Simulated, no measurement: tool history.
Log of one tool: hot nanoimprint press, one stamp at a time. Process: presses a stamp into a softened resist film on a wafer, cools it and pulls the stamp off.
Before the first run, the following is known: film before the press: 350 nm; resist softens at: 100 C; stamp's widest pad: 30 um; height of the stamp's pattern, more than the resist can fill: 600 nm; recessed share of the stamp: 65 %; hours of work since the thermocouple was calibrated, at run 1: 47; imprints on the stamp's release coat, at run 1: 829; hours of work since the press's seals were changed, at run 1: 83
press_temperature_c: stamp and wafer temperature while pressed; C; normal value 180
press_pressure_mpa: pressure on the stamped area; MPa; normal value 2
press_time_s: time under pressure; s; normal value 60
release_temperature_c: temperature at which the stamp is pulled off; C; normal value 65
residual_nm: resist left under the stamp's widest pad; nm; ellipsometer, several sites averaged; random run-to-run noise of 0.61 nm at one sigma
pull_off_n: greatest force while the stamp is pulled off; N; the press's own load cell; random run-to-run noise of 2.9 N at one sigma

| run | hour | press_temperature_c | press_pressure_mpa | press_time_s | release_temperature_c | hours of work since the thermocouple was calibrated | imprints on the stamp's release coat | hours of work since the press's seals were changed | residual_nm | pull_off_n |
|---|---|---|---|---|---|---|---|---|---|---|
| 1 | 0 | 180 | 2 | 60 | 65 | 47 | 829 | 83 | 210.1 | 186 |
| 2 | 33.4 | 180 | 2 | 60 | 65 | 68 | 975 | 104 | 209.9 | 189 |
|  | 48.2 | stamp cleaned and given a new release coat |
| 3 | 85.1 | 180 | 2 | 76 | 65 | 97 | 161 | 133 | 192.8 | 144 |
| 4 | 133.3 | 180 | 2 | 76 | 65 | 127 | 371 | 163 | 193 | 151 |
| 5 | 169.5 | 180 | 2 | 76 | 65 | 150 | 529 | 185 | 193.4 | 168 |
| 6 | 209 | 180 | 2 | 76 | 65 | 174 | 701 | 210 | 192.2 | 178 |
| 7 | 247.2 | 180 | 2 | 76 | 65 | 198 | 868 | 234 | 191.6 | 187 |
|  | 286.9 | stamp cleaned and given a new release coat |
| 8 | 300.4 | 180 | 2 | 76 | 65 | 228 | 59 | 263 | 192.3 | 137 |
| 9 | 332 | 184 | 2 | 60 | 65 | 247 | 196 | 283 | 175.3 | 146 |
| 10 | 356.2 | 184 | 2 | 60 | 65 | 262 | 302 | 298 | 174.2 | 153 |
| 11 | 409.4 | 185 | 2 | 113 | 65 | 296 | 534 | 331 | 128.8 | 162 |
| 12 | 460.3 | 169 | 2.64 | 99 | 65 | 328 | 756 | 363 | 245.9 | 178 |
| 13 | 492.3 | 169 | 2.64 | 99 | 65 | 347 | 895 | 383 | 246 | 185 |
|  | 525.4 | stamp cleaned and given a new release coat |
| 14 | 547.9 | 174 | 1.43 | 60 | 51 | 378 | 97 | 414 | 271.9 | 184 |
| 15 | 585.6 | 170 | 1.63 | 60 | 51 | 402 | 262 | 438 | 292.5 | 196 |
| 16 | 637.1 | 170 | 1.63 | 60 | 51 | 434 | 486 | 470 | 292.3 | 211 |
| 17 | 678.7 | 180 | 2 | 62 | 53 | 460 | 668 | 496 | 199.6 | 221 |

For some of the steps in residual_nm from one run to the next: how much would appear even if the tool had no hidden state, given the settings, what came in and random variation, and how much remains for the hidden state plus any gauge scatter that the measured result and the result without hidden state don't share?
The hidden state here: true temperature over the reading, C; pressure that arrives at the usual setting, %; grip of the stamp's worn release coat, % over a new coat's; drift of the gauge itself on residual_nm, %; drift of the gauge itself on pull_off_n, %.
Run 11 -> 12: press_temperature_c 185 -> 169, press_pressure_mpa 2 -> 2.64, press_time_s 113 -> 99. residual_nm +117.1 nm: hidden state -1.9, all else +119.
Run 16 -> 17: press_temperature_c 170 -> 180, press_pressure_mpa 1.63 -> 2, press_time_s 60 -> 62, release_temperature_c 51 -> 53. residual_nm -92.7 nm: hidden state -2.1, all else -90.6.

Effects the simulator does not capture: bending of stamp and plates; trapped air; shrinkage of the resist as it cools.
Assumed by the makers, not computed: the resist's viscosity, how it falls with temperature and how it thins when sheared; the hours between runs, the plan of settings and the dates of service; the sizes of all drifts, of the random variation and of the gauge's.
